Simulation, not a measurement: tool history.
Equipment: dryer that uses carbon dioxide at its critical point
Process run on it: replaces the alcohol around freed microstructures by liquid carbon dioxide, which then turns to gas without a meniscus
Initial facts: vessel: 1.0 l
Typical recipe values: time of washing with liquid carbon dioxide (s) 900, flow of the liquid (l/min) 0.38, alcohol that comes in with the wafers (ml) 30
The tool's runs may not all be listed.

| run | hour | time of washing with liquid carbon dioxide (s) | flow of the liquid (l/min) | alcohol that comes in with the wafers (ml) | alcohol left in the vessel before it's heated (ppm by volume) |
|---|---|---|---|---|---|
| 1 | 0 | 900 | 0.38 | 30 | 414 |
| 2 | 10.5 | 900 | 0.318 | 30 | 842 |
| 3 | 18.8 | 540 | 0.38 | 30 | 2294 |
| 4 | 29.3 | 540 | 0.38 | 30 | 2255 |
| 5 | 35.9 | 540 | 0.38 | 30 | 2284 |
| 6 | 42.7 | 540 | 0.38 | 30 | 2278 |
| 7 | 49.6 | 540 | 0.38 | 30 | 2299 |
| 8 | 60.6 | 540 | 0.38 | 30 | 2296 |
| 9 | 68.7 | 540 | 0.38 | 30 | 2343 |
| 10 | 79 | 900 | 0.38 | 41 | 613 |
| 11 | 85.4 | 960 | 0.451 | 87 | 419 |
| 12 | 95 | 1380 | 0.429 | 44 | 57 |
| 13 | 102.5 | 1380 | 0.429 | 44 | 60 |
| 14 | 111.5 | 900 | 0.403 | 30 | 381 |
| 15 | 120.4 | 960 | 0.38 | 30 | 360 |

Hidden state or all else? Some run-to-run changes of alcohol left in the vessel before it's heated (ppm by volume), split into what the settings, what came in and random variation would give without the hidden state, and what is left for the hidden state (with any gauge scatter that isn't in both results):
Hidden conditions of the tool in this case: flow that reaches the vessel past the clogged filter, %; alcohol in the recycled carbon dioxide, ppm; drift of the gauge itself on alcohol_ppm, %.
Run 9 -> 10: time of washing with liquid carbon dioxide (s) 540 -> 900, alcohol that comes in with the wafers (ml) 30 -> 41. alcohol left in the vessel before it's heated (ppm by volume) -1730: hidden state -339, all else -1391.
